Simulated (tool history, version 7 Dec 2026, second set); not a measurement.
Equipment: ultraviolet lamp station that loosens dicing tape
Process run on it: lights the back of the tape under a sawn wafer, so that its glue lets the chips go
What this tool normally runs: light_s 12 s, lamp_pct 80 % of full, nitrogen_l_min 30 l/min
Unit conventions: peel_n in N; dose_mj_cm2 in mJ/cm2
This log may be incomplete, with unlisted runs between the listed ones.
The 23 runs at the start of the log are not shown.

run 24 hour=219.2 | light_s=21 lamp_pct=80 nitrogen_l_min=16 | peel_n=0.266 dose_mj_cm2=793
run 25 hour=231.3 | light_s=18 lamp_pct=91 nitrogen_l_min=11 | peel_n=0.411 dose_mj_cm2=774
-- hour=236.9 window cleaned of glue's vapour
run 26 hour=238.6 | light_s=21 lamp_pct=84 nitrogen_l_min=12 | peel_n=0.312 dose_mj_cm2=827
run 27 hour=245.8 | light_s=8 lamp_pct=80 nitrogen_l_min=23 | peel_n=1.327 dose_mj_cm2=302
run 28 hour=255.9 | light_s=8 lamp_pct=80 nitrogen_l_min=23 | peel_n=1.308 dose_mj_cm2=300
run 29 hour=263.7 | light_s=21 lamp_pct=62 nitrogen_l_min=10 | peel_n=0.755 dose_mj_cm2=619
run 30 hour=271.6 | light_s=22 lamp_pct=83 nitrogen_l_min=11 | peel_n=0.311 dose_mj_cm2=863
run 31 hour=278.3 | light_s=7 lamp_pct=80 nitrogen_l_min=21 | peel_n=1.7 dose_mj_cm2=263
run 32 hour=283.7 | light_s=7 lamp_pct=80 nitrogen_l_min=21 | peel_n=1.676 dose_mj_cm2=266
run 33 hour=289.9 | light_s=7 lamp_pct=80 nitrogen_l_min=21 | peel_n=1.62 dose_mj_cm2=264
run 34 hour=296.1 | light_s=9 lamp_pct=80 nitrogen_l_min=44 | peel_n=0.742 dose_mj_cm2=341
run 35 hour=308.2 | light_s=12 lamp_pct=95 nitrogen_l_min=19 | peel_n=0.542 dose_mj_cm2=543
run 36 hour=313.5 | light_s=6 lamp_pct=68 nitrogen_l_min=52 | peel_n=1.615 dose_mj_cm2=190
run 37 hour=320.9 | light_s=6 lamp_pct=68 nitrogen_l_min=52 | peel_n=1.627 dose_mj_cm2=195
run 38 hour=327.4 | light_s=6 lamp_pct=68 nitrogen_l_min=10 | peel_n=2.813 dose_mj_cm2=194
run 39 hour=337.3 | light_s=6 lamp_pct=64 nitrogen_l_min=9 | peel_n=2.937 dose_mj_cm2=185
run 40 hour=349.3 | light_s=8 lamp_pct=74 nitrogen_l_min=18 | peel_n=1.66 dose_mj_cm2=282
run 41 hour=356.5 | light_s=10 lamp_pct=80 nitrogen_l_min=45 | peel_n=0.608 dose_mj_cm2=379
run 42 hour=368.1 | light_s=20 lamp_pct=60 nitrogen_l_min=14 | peel_n=0.651 dose_mj_cm2=564
run 43 hour=376.7 | light_s=9 lamp_pct=92 nitrogen_l_min=12 | peel_n=1.358 dose_mj_cm2=400

Branching from run 43: 4 alternative next runs. What would each branch give?
run A hour=384.5 | light_s=16 lamp_pct=97 nitrogen_l_min=43 | peel_n=? dose_mj_cm2=?
run B hour=384.5 | light_s=21 lamp_pct=85 nitrogen_l_min=13 | peel_n=? dose_mj_cm2=?
run C hour=384.5 | light_s=9 lamp_pct=94 nitrogen_l_min=21 | peel_n=? dose_mj_cm2=?
run D hour=384.5 | light_s=10 lamp_pct=62 nitrogen_l_min=20 | peel_n=? dose_mj_cm2=?

run=A peel_n=0.121 dose_mj_cm2=741
run=B peel_n=0.286 dose_mj_cm2=847
run=C peel_n=0.892 dose_mj_cm2=402
run=D peel_n=1.492 dose_mj_cm2=294
Take away the tool's hidden state, keep each run's random variation, and the runs would have read:
run=A peel_n=0.12 dose_mj_cm2=742
run=B peel_n=0.285 dose_mj_cm2=848
run=C peel_n=0.89 dose_mj_cm2=403
run=D peel_n=1.49 dose_mj_cm2=294
